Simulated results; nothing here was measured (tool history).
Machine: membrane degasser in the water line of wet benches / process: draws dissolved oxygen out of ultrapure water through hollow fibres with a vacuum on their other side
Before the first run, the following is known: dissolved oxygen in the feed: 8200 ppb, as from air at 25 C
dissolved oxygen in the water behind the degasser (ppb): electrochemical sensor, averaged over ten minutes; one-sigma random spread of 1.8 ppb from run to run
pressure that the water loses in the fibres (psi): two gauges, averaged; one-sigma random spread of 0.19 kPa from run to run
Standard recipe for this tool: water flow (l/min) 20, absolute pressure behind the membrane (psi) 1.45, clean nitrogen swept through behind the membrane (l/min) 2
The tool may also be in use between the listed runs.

run     day  water flow (l/min)  absolute pressure behind the membrane (psi)  clean nitrogen swept through behind the membrane (l/min)  dissolved oxygen in the water behind the degasser (ppb)  pressure that the water loses in the fibres (psi)
  1       0                  20                                         1.45                                                         2                                                    185.7                                              5.971
  2    1.65                  20                                         1.45                                                      3.38                                                    123.5                                              6.019
  3   3.167                  20                                         1.45                                                      3.38                                                    123.4                                              6.018
  4   4.579                  20                                         1.45                                                      3.38                                                    124.7                                              6.051
  5   7.371                  20                                         1.45                                                      3.38                                                    126.8                                              5.973
  6   8.725                  20                                         1.45                                                      3.38                                                    123.3                                              6.061
  7  11.329                  20                                         1.45                                                         2                                                      187                                              5.967
  8  13.617                  20                                         1.45                                                         2                                                    186.4                                               6.01
  9  16.167                  20                                         1.45                                                      1.04                                                    315.4                                              6.023
     16.367  -- vacuum gauge calibrated
 10  18.854                  20                                         1.45                                                      1.04                                                    318.1                                              6.028
 11  20.838                  20                                         1.45                                                      1.04                                                    323.9                                              6.064
 12  22.804                  20                                         1.45                                                      1.04                                                    320.9                                              6.073
 13  25.283                  20                                         1.45                                                         2                                                    192.2                                              6.063
     25.688  -- vacuum gauge calibrated, once more
 14  26.738                  20                                         1.45                                                         2                                                    186.5                                              6.013
 15  28.392                  20                                         1.45                                                         2                                                    184.7                                              6.076
 16  30.508                  32                                         1.45                                                         2                                                    304.3                                              9.683
 17  32.492                  32                                         1.45                                                         2                                                    310.6                                              9.696
 18  34.767                  26                                         1.73                                                      1.65                                                    352.3                                              7.832
 19  37.046                  20                                         1.57                                                      1.81                                                    225.9                                              6.032
 20   38.95                  20                                         1.57                                                      1.81                                                    218.8                                              6.115
 21  40.233                  20                                         1.57                                                      1.81                                                    222.7                                              6.084
 22  41.758                  14                                         2.23                                                      0.94                                                    423.3                                              4.189
 23  44.042                  31                                         1.77                                                      4.48                                                    210.3                                              9.371
 24  46.233                  24                                         1.77                                                      4.48                                                    155.6                                              7.272
 25  48.171                  22                                         2.71                                                      5.42                                                    188.4                                              6.731
 26  50.758                  22                                         2.71                                                      5.42                                                    187.2                                              6.634
 27  52.367                  32                                         1.22                                                         2                                                    258.3                                               9.79
 28  55.142                  32                                         1.22                                                      2.17                                                    244.2                                              9.723
 29  56.996                  32                                         1.22                                                      2.17                                                    243.7                                              9.786
 30  59.367                  20                                         1.71                                                      3.03                                                    166.6                                              6.105
 31  62.208                  20                                         1.61                                                      3.03                                                    155.3                                              6.084
 32  64.238                  13                                         1.45                                                      1.68                                                    141.8                                              3.978
 33  66.442                  13                                         1.45                                                      1.68                                                    143.9                                              3.987

Some steps in dissolved oxygen in the water behind the degasser (ppb), run to run, broken into two amounts with sign: the step expected even without the hidden condition (settings, incoming material, random variation), and the rest, left for the hidden condition together with whatever gauge scatter is not in both the measured and the hidden-condition-free result:
The tool's hidden condition here consists of: membrane still open, %; true pressure behind the membrane over the reading, kPa; air that leaks in behind the membrane, l/min; drift of the gauge itself on oxygen_ppb, %; drift of the gauge itself on loss_of_pressure_kpa, %.
Run 8 -> 9: clean nitrogen swept through behind the membrane (l/min) 2 -> 1.04. dissolved oxygen in the water behind the degasser (ppb) +129: hidden state +3.4, all else +125.6.
Run 13 -> 14: vacuum gauge calibrated, once more. dissolved oxygen in the water behind the degasser (ppb) -5.7: hidden state -5.5, all else -0.2.
Run 21 -> 22: water flow (l/min) 20 -> 14, absolute pressure behind the membrane (psi) 1.57 -> 2.23, clean nitrogen swept through behind the membrane (l/min) 1.81 -> 0.94. dissolved oxygen in the water behind the degasser (ppb) +200.6: hidden state +2.8, all else +197.8.
Run 22 -> 23: water flow (l/min) 14 -> 31, absolute pressure behind the membrane (psi) 2.23 -> 1.77, clean nitrogen swept through behind the membrane (l/min) 0.94 -> 4.48. dissolved oxygen in the water behind the degasser (ppb) -213: hidden state +0.6, all else -213.6.
Run 26 -> 27: water flow (l/min) 22 -> 32, absolute pressure behind the membrane (psi) 2.71 -> 1.22, clean nitrogen swept through behind the membrane (l/min) 5.42 -> 2. dissolved oxygen in the water behind the degasser (ppb) +71.1: hidden state +5, all else +66.1.
Run 29 -> 30: water flow (l/min) 32 -> 20, absolute pressure behind the membrane (psi) 1.22 -> 1.71, clean nitrogen swept through behind the membrane (l/min) 2.17 -> 3.03. dissolved oxygen in the water behind the degasser (ppb) -77.1: hidden state -5.3, all else -71.8.
